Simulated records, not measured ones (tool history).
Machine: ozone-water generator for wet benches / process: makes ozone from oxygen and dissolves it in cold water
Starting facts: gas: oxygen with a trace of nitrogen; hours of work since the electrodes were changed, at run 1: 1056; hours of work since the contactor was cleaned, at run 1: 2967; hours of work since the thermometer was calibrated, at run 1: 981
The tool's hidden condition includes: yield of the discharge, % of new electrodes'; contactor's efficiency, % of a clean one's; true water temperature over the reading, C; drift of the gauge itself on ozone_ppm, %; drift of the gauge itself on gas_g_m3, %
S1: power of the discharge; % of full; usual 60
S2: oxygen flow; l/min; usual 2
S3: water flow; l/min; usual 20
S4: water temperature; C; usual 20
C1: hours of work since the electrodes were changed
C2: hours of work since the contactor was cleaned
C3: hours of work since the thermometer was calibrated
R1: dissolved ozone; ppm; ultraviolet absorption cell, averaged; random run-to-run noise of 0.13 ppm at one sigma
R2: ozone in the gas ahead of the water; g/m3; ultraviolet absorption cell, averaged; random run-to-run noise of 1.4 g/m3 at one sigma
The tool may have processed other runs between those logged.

| run | day | S1 | S2 | S3 | S4 | C1 | C2 | C3 | R1 | R2 |
|---|---|---|---|---|---|---|---|---|---|---|
| 1 | 0 | 60 | 2 | 20 | 20 | 1056 | 2967 | 981 | 14.4 | 253.7 |
|  | 0.908 | contactor cleaned |
| 2 | 1.558 | 60 | 1.18 | 20 | 20 | 1078 | 10 | 1003 | 11.7 | 323 |
| 3 | 3.067 | 60 | 2 | 20 | 20 | 1102 | 34 | 1027 | 14.4 | 256.7 |
| 4 | 4.538 | 60 | 2 | 20 | 20 | 1125 | 57 | 1050 | 14.6 | 257.7 |
| 5 | 7.262 | 60 | 2 | 20 | 20 | 1168 | 100 | 1093 | 14.3 | 256 |
| 6 | 8.529 | 60 | 2 | 20 | 20 | 1188 | 120 | 1113 | 14.4 | 254.4 |
| 7 | 10.721 | 60 | 2 | 20 | 22 | 1223 | 155 | 1147 | 14.2 | 257.5 |
| 8 | 13.575 | 60 | 2 | 20 | 20 | 1268 | 200 | 1192 | 14.3 | 256.7 |
| 9 | 14.983 | 60 | 2 | 20 | 17 | 1290 | 222 | 1215 | 14.5 | 255.9 |
| 10 | 17.029 | 60 | 2 | 20 | 17 | 1322 | 254 | 1247 | 14.7 | 256 |
| 11 | 19.929 | 60 | 2 | 20 | 17 | 1368 | 300 | 1293 | 14.8 | 255.4 |
| 12 | 22.729 | 60 | 2 | 20 | 17 | 1412 | 344 | 1337 | 14.6 | 255.6 |
| 13 | 24.725 | 60 | 2 | 20 | 17 | 1444 | 376 | 1368 | 14.7 | 255.8 |
| 14 | 27.588 | 60 | 2 | 20 | 17 | 1489 | 421 | 1414 | 14.6 | 258.5 |
| 15 | 29.004 | 60 | 2 | 20 | 20 | 1511 | 444 | 1436 | 14.1 | 256.8 |
| 16 | 31.758 | 60 | 2 | 20 | 20 | 1555 | 487 | 1480 | 14.5 | 253.3 |
| 17 | 33.921 | 93 | 1.95 | 25 | 22 | 1589 | 521 | 1514 | 13.8 | 327.7 |
| 18 | 35.292 | 81 | 3.53 | 25 | 18 | 1611 | 543 | 1535 | 15.5 | 231 |
| 19 | 37.708 | 81 | 1.1 | 29 | 18 | 1649 | 581 | 1573 | 8.4 | 390.5 |
| 20 | 40.483 | 81 | 1.1 | 29 | 18 | 1693 | 625 | 1617 | 8.6 | 391 |
| 21 | 41.871 | 81 | 1.1 | 18 | 21 | 1715 | 647 | 1639 | 15.3 | 390.2 |
| 22 | 43.888 | 81 | 1.1 | 18 | 21 | 1746 | 678 | 1671 | 15.3 | 391.7 |
| 23 | 46.167 | 60 | 1.74 | 20 | 20 | 1782 | 714 | 1707 | 13.8 | 272.3 |
| 24 | 47.588 | 60 | 1.74 | 20 | 20 | 1805 | 737 | 1729 | 13.9 | 274.5 |
| 25 | 50.008 | 76 | 3.31 | 20 | 20 | 1843 | 775 | 1768 | 18.1 | 232 |
| 26 | 51.696 | 76 | 3.31 | 20 | 20 | 1870 | 802 | 1794 | 18.5 | 231.9 |
| 27 | 54.558 | 76 | 3.31 | 20 | 20 | 1915 | 847 | 1839 | 18.4 | 229.9 |
| 28 | 56.083 | 76 | 3.31 | 20 | 20 | 1939 | 871 | 1864 | 18.1 | 233.4 |
| 29 | 58.858 | 76 | 3.31 | 20 | 20 | 1983 | 915 | 1907 | 18.6 | 232.7 |
| 30 | 61.838 | 43 | 2 | 20 | 12 | 2030 | 962 | 1954 | 12.6 | 216.9 |
| 31 | 63.408 | 60 | 3.01 | 14 | 21 | 2055 | 987 | 1979 | 21.8 | 214.2 |
| 32 | 64.817 | 60 | 3.01 | 14 | 21 | 2077 | 1009 | 2001 | 21.7 | 214.1 |

For each entry between runs, how does the tool's hidden state at the last listed run before it compare with that at the first listed run after it?
Between runs 1 and 2: contactor cleaned (day 0.908)
  contactor's efficiency, % of a clean one's: 99.9 -> 100

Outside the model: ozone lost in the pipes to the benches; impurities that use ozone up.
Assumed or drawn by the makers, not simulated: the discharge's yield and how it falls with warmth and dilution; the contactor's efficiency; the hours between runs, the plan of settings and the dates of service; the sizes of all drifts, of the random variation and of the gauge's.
